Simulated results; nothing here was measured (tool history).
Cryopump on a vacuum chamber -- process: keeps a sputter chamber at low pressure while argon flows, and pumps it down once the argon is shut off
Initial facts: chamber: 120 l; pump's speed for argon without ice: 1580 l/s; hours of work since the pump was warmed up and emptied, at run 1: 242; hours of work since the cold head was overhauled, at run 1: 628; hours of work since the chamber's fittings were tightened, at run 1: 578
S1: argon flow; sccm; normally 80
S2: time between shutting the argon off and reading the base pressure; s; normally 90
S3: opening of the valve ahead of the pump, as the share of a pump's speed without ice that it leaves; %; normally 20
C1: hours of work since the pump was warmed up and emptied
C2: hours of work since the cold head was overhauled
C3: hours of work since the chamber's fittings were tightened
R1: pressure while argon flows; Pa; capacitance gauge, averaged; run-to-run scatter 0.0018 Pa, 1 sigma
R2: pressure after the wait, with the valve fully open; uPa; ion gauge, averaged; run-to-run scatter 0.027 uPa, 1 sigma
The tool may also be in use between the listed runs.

run,hour,S1,S2,S3,C1,C2,C3,R1,R2
1,0.0,80,90,20,242,628,578,0.4517,2.69
2,16.4,80,32,20,255,641,591,0.4491,4.83
3,34.0,80,32,20,268,655,605,0.4530,4.76
4,46.4,80,32,20,278,665,615,0.4545,4.88
5,73.1,80,32,20,299,686,636,0.4530,5.00
6,91.0,80,32,20,314,700,650,0.4565,5.23
7,105.7,80,32,20,325,712,661,0.4592,5.04
8,134.1,80,90,20,348,734,684,0.4602,3.36
# hour 146.5: pump warmed up, emptied and cooled again
9,162.7,80,90,20,13,753,703,0.4280,2.84
10,187.2,80,90,20,32,772,722,0.4276,2.86
11,206.7,80,38,20,48,787,737,0.4329,4.43
12,221.9,80,38,20,60,799,749,0.4300,4.30
13,240.4,80,38,20,74,814,764,0.4319,4.32
14,256.0,92,71,17,87,826,776,0.5803,3.33
15,280.7,92,71,17,106,846,796,0.5840,3.35
16,307.0,80,33,16,127,867,817,0.5452,5.07
17,337.7,80,90,48,151,891,841,0.1923,3.50
18,366.7,86,41,20,174,914,864,0.4740,4.79
19,395.2,82,77,35,197,937,887,0.2689,3.74
20,412.8,89,285,20,211,950,900,0.4908,3.04
21,433.3,89,56,22,227,967,917,0.4541,4.45
22,452.6,104,244,35,242,982,932,0.3445,3.10
23,483.4,128,226,46,266,1006,956,0.3375,3.38
24,507.2,128,226,46,285,1025,975,0.3387,3.40
25,529.0,44,90,42,302,1042,992,0.1268,4.15
26,550.8,147,210,20,320,1060,1010,0.8347,3.69

5 ways to go on from here, each from the tool as it stands after run 26. What would each give?
A,570.8,147,210,18,336,1075,1025,?,?
B,570.8,106,30,20,336,1075,1025,?,?
C,570.8,147,26,20,336,1075,1025,?,?
D,570.8,92,210,39,336,1075,1025,?,?
E,570.8,80,68,28,336,1075,1025,?,?

run,R1,R2
A,0.9290,3.91
B,0.6065,6.51
C,0.8484,6.89
D,0.2860,3.76
E,0.3363,4.76
Had the tool no hidden state, the same runs would have come out as:
run,R1,R2
A,0.8713,0.67
B,0.5649,3.34
C,0.7903,3.76
D,0.2502,0.62
E,0.3049,1.59
